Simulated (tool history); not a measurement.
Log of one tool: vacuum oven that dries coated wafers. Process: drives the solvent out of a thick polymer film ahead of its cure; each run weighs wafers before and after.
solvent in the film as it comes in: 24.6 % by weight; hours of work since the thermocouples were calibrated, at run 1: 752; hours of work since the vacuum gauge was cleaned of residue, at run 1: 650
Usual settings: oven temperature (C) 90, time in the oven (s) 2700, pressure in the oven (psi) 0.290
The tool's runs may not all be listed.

run	day	oven temperature (C)	time in the oven (s)	pressure in the oven (psi)	hours of work since the thermocouples were calibrated	hours of work since the vacuum gauge was cleaned of residue	solvent left in the film (%)
1	0.000	90	2700	0.290	752	650	2.53
2	4.292	90	2700	0.290	822	720	2.63
3	8.375	84	2700	0.290	888	786	4.10
4	11.304	84	2700	0.290	936	834	4.10
5	14.696	84	2700	0.290	991	889	4.11
6	18.783	101	2700	0.290	1058	955	1.02
7	21.679	101	2700	0.290	1105	1002	1.03
8	23.871	90	4440	0.290	1140	1038	1.42
9	28.167	90	2700	0.290	1210	1108	2.55
# day 29.554: vacuum gauge cleaned of residue and calibrated
10	32.233	90	3120	0.290	1275	44	2.11
11	35.612	90	3120	0.290	1330	99	2.06
12	37.729	90	3120	0.290	1365	133	2.08
13	40.562	90	1860	0.290	1411	179	4.33
14	44.867	101	1980	0.869	1481	249	3.08
15	46.979	101	1980	0.869	1515	283	3.03
16	50.979	81	1980	0.290	1580	349	6.99
# day 53.275: oven's thermocouples calibrated
17	55.267	97	3180	0.290	32	417	1.16
18	58.046	102	2580	0.290	78	462	1.02
19	60.742	92	4080	0.653	121	506	2.55
20	63.779	77	1800	0.673	171	555	10.82
21	67.550	90	2040	0.203	232	617	3.53
22	69.946	91	2280	0.321	271	656	3.11
23	72.325	90	2700	0.734	310	694	4.15
24	75.929	81	4260	0.290	368	753	2.84

How the hidden state differs across the entries between the runs, from the last listed run before each to the first after it:
Between runs 9 and 10: vacuum gauge cleaned of residue and calibrated (day 29.554)
  true wafer temperature over the reading, C: 0.07 -> 0.08; true pressure over the reading, kPa: 0.018 -> 0.001
  measured less the result without the state, solvent left in the film (%): +0.00 -> -0.01
Between runs 16 and 17: oven's thermocouples calibrated (day 53.275)
  true wafer temperature over the reading, C: 0.1 -> 0.01; true pressure over the reading, kPa: 0.005 -> 0.007
  measured less the result without the state, solvent left in the film (%): -0.03 -> +0.00
